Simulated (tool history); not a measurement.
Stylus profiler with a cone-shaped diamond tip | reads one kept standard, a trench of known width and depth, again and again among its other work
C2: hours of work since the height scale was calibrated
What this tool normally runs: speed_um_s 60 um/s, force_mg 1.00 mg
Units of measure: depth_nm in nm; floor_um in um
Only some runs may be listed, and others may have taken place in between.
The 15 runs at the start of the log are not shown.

Run 16, hour 387.9: usual settings but speed_um_s 47 um/s; scans with this tip 4362; C2 391. Result: depth_nm 1007.63 nm, floor_um 45.96 um.
Run 17, hour 403.5: usual settings but speed_um_s 47 um/s; scans with this tip 4476; C2 401. Result: depth_nm 1008.27 nm, floor_um 45.96 um.
Run 18, hour 419.4: usual settings but speed_um_s 47 um/s; scans with this tip 4590; C2 412. Result: depth_nm 1007.75 nm, floor_um 45.90 um.
Run 19, hour 451.1: usual settings; scans with this tip 4820; C2 432. Result: depth_nm 1007.86 nm, floor_um 45.87 um.
Run 20, hour 479.0: usual settings; scans with this tip 5022; C2 450. Result: depth_nm 1008.47 nm, floor_um 45.85 um.
Run 21, hour 493.0: usual settings but speed_um_s 110 um/s; scans with this tip 5123; C2 459. Result: depth_nm 1007.85 nm, floor_um 45.58 um.
Run 22, hour 518.3: usual settings; scans with this tip 5307; C2 476. Result: depth_nm 1008.03 nm, floor_um 45.86 um.
Run 23, hour 540.0: usual settings; scans with this tip 5464; C2 490. Result: depth_nm 1008.27 nm, floor_um 45.79 um.
Run 24, hour 557.4: usual settings but speed_um_s 22 um/s, force_mg 1.39 mg; scans with this tip 5590; C2 501. Result: depth_nm 1010.24 nm, floor_um 46.05 um.
Run 25, hour 577.7: usual settings but speed_um_s 146 um/s, force_mg 0.76 mg; scans with this tip 5737; C2 514. Result: depth_nm 1007.55 nm, floor_um 45.33 um.
Run 26, hour 602.1: usual settings but speed_um_s 59 um/s, force_mg 0.90 mg; scans with this tip 5913; C2 530. Result: depth_nm 1008.29 nm, floor_um 45.81 um.
Run 27, hour 632.8: usual settings but speed_um_s 42 um/s, force_mg 1.08 mg; scans with this tip 6136; C2 550. Result: depth_nm 1008.75 nm, floor_um 45.93 um.
Run 28, hour 664.6: usual settings but speed_um_s 48 um/s, force_mg 0.45 mg; scans with this tip 6366; C2 571. Result: depth_nm 1005.77 nm, floor_um 45.74 um.
Run 29, hour 696.9: usual settings but speed_um_s 99 um/s, force_mg 0.99 mg; scans with this tip 6600; C2 592. Result: depth_nm 1008.52 nm, floor_um 45.57 um.
Run 30, hour 723.3: usual settings but speed_um_s 22 um/s, force_mg 2.79 mg; scans with this tip 6791; C2 609. Result: depth_nm 1015.30 nm, floor_um 46.02 um.
Run 31, hour 754.3: usual settings but speed_um_s 62 um/s, force_mg 2.68 mg; scans with this tip 7015; C2 629. Result: depth_nm 1015.02 nm, floor_um 45.85 um.
At hour 756.3: height scale calibrated on a step standard.
Run 32, hour 785.1: usual settings but speed_um_s 141 um/s, force_mg 0.49 mg; scans with this tip 7235; C2 19. Result: depth_nm 1007.37 nm, floor_um 45.01 um.
Run 33, hour 816.5: usual settings but speed_um_s 141 um/s, force_mg 0.49 mg; scans with this tip 7462; C2 39. Result: depth_nm 1007.63 nm, floor_um 45.06 um.
At hour 835.4: height scale calibrated on a step standard, once more.
Run 34, hour 841.1: usual settings but speed_um_s 36 um/s; scans with this tip 7636; C2 4. Result: depth_nm 1006.96 nm, floor_um 45.78 um.
Run 35, hour 860.0: usual settings but speed_um_s 71 um/s; scans with this tip 7774; C2 16. Result: depth_nm 1006.80 nm, floor_um 45.62 um.
Run 36, hour 883.2: usual settings but speed_um_s 71 um/s; scans with this tip 7942; C2 31. Result: depth_nm 1007.01 nm, floor_um 45.63 um.

Run 37 comes next. What will it give?
Run 37, hour 897.9: usual settings but speed_um_s 33 um/s, force_mg 2.82 mg; scans with this tip 8048; C2 41. Result: depth_nm ?, floor_um ?.

{"run 37": {"depth_nm": 1013.64, "floor_um": 45.89}}
With no hidden state in the tool, this same run would have given depth_nm 1013.17 nm, floor_um 46.48 um.
